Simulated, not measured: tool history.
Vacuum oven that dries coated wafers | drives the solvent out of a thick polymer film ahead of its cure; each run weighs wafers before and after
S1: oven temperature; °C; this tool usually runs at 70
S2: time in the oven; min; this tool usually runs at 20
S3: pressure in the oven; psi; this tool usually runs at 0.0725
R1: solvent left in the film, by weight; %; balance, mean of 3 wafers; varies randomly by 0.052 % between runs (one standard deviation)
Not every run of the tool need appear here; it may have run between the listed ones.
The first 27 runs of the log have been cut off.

run	hour	S1	S2	S3	R1
28	248.1	74	20	0.0725	2.45
29	254.1	74	20	0.0725	2.37
30	263.1	74	20	0.0725	2.46
31	275.6	80	33	0.0586	0.37
32	284.8	60	17	0.0725	8.22
33	290.3	68	23	0.0471	3.2
34	298.7	80	23	0.0455	0.87
35	304.5	70	20	0.0725	3.46
36	315.4	57	34	0.2104	6.15
37	322	63	29	0.2104	4.54
38	334.9	63	29	0.2104	4.54

4 options for the next run, each taken on its own from the tool as it stands now. Forecast them:
A	346.6	63	10	0.0627	?
B	346.6	63	29	0.0519	?
C	346.6	70	25	0.1803	?
D	346.6	63	19	0.038	?

run	R1
A	10.92
B	3.52
C	2.96
D	6.03
Without the tool's hidden state the same runs would have given:
run	R1
A	10.84
B	3.36
C	2.84
D	5.91

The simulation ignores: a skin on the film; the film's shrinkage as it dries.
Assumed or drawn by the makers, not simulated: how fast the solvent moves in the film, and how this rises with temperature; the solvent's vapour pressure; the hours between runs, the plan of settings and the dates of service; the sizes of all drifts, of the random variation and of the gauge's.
